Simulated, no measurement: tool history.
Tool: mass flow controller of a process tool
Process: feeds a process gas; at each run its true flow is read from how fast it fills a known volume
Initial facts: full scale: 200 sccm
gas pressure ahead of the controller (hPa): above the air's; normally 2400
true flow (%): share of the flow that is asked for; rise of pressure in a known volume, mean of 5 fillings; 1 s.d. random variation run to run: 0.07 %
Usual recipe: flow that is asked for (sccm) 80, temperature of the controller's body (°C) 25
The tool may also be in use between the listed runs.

run	hour	flow that is asked for (sccm)	gas pressure ahead of the controller (hPa)	temperature of the controller's body (°C)	true flow (%)
1	0.0	80	2400	25	98.70
2	252.2	80	2400	25	98.85
3	506.3	80	2400	25	98.90
4	890.7	80	2400	25	99.09
5	1269.5	80	2400	25	99.05
6	1503.5	80	2400	29	99.77
7	1685.0	80	2400	29	99.64
8	1954.8	80	2400	29	99.68
9	2143.1	80	2400	29	99.89
10	2438.7	108	2620	26	99.76
11	2689.6	108	2620	26	99.92
12	2932.4	28	2400	25	99.08
13	3203.0	28	2160	22	98.94
14	3453.4	28	2160	22	98.99
15	3634.0	31	2800	33	100.21
# hour 3666.4: controller's zero set anew
16	3858.0	80	1450	28	100.42
17	4240.9	117	2400	23	100.09
# hour 4407.8: controller exchanged for a calibrated one
18	4562.0	80	2400	21	99.49

4 ways to go on from here, each from the tool as it stands after run 18. What would each give?
# hour 4804.5: gauge calibrated
A	4949.7	29	1950	23	?
# hour 4804.5: gauge calibrated
B	4949.7	80	2510	24	?
# hour 4804.5: gauge calibrated
C	4949.7	80	2400	34	?
# hour 4804.5: gauge calibrated
D	4949.7	142	1420	25	?

run	true flow (%)
A	98.19
B	98.75
C	99.61
D	99.55
With no hidden state in the tool, these same runs would have given:
run	true flow (%)
A	98.14
B	98.71
C	99.57
D	99.51

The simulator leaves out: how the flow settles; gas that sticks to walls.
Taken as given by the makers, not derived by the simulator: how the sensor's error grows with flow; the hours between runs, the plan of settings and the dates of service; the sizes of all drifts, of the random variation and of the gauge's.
